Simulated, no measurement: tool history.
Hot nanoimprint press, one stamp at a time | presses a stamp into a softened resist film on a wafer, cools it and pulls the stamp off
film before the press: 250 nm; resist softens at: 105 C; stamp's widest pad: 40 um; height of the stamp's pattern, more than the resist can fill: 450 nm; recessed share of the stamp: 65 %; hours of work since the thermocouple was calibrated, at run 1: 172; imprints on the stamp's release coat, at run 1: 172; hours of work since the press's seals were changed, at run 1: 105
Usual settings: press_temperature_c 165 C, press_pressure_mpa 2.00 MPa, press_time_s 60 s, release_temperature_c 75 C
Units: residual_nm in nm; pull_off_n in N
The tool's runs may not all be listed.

run,hour,press_temperature_c,press_pressure_mpa,press_time_s,release_temperature_c,hours of work since the thermocouple was calibrated,imprints on the stamp's release coat,hours of work since the press's seals were changed,residual_nm,pull_off_n
1,0.0,165,2.00,60,75,172,172,105,93.5,146
2,9.7,165,2.00,60,75,180,221,113,93.2,147
3,15.0,165,2.00,60,75,184,248,116,93.8,141
4,24.3,165,2.00,60,75,190,295,123,93.0,147
5,31.6,165,2.00,60,75,196,332,129,92.9,141
6,39.5,165,2.00,60,75,202,372,135,91.7,144
7,49.5,165,2.00,60,75,209,423,142,92.7,150
8,54.1,165,2.00,60,75,212,446,145,91.9,147
9,62.4,165,2.00,60,61,218,488,151,92.2,199
10,70.1,165,2.00,90,75,224,527,157,77.1,148
11,76.3,174,2.00,60,75,229,558,162,56.1,147
# hour 84.5: gauge calibrated
12,86.2,165,2.00,60,80,236,609,169,93.9,124
# hour 94.8: stamp cleaned and given a new release coat
13,98.7,165,2.00,53,76,241,19,174,99.2,143
14,107.7,169,2.00,60,75,248,65,180,74.8,147
15,113.1,169,2.00,60,75,251,92,184,74.8,142
16,120.1,165,1.76,43,75,257,128,190,112.2,143
17,130.2,165,1.76,43,75,264,179,197,112.1,144
18,135.1,175,1.76,55,68,268,204,201,59.9,175
19,144.8,165,2.77,60,77,275,253,208,79.5,137
20,149.5,165,2.23,40,62,278,277,211,104.4,198

The next listed run, before its measurement:
21,153.9,165,2.23,40,62,282,299,215,?,?

Run 21 gave residual_nm 103.7 nm, pull_off_n 200 N.
Without the tool's hidden state the same run would have given residual_nm 105.4 nm, pull_off_n 199 N.
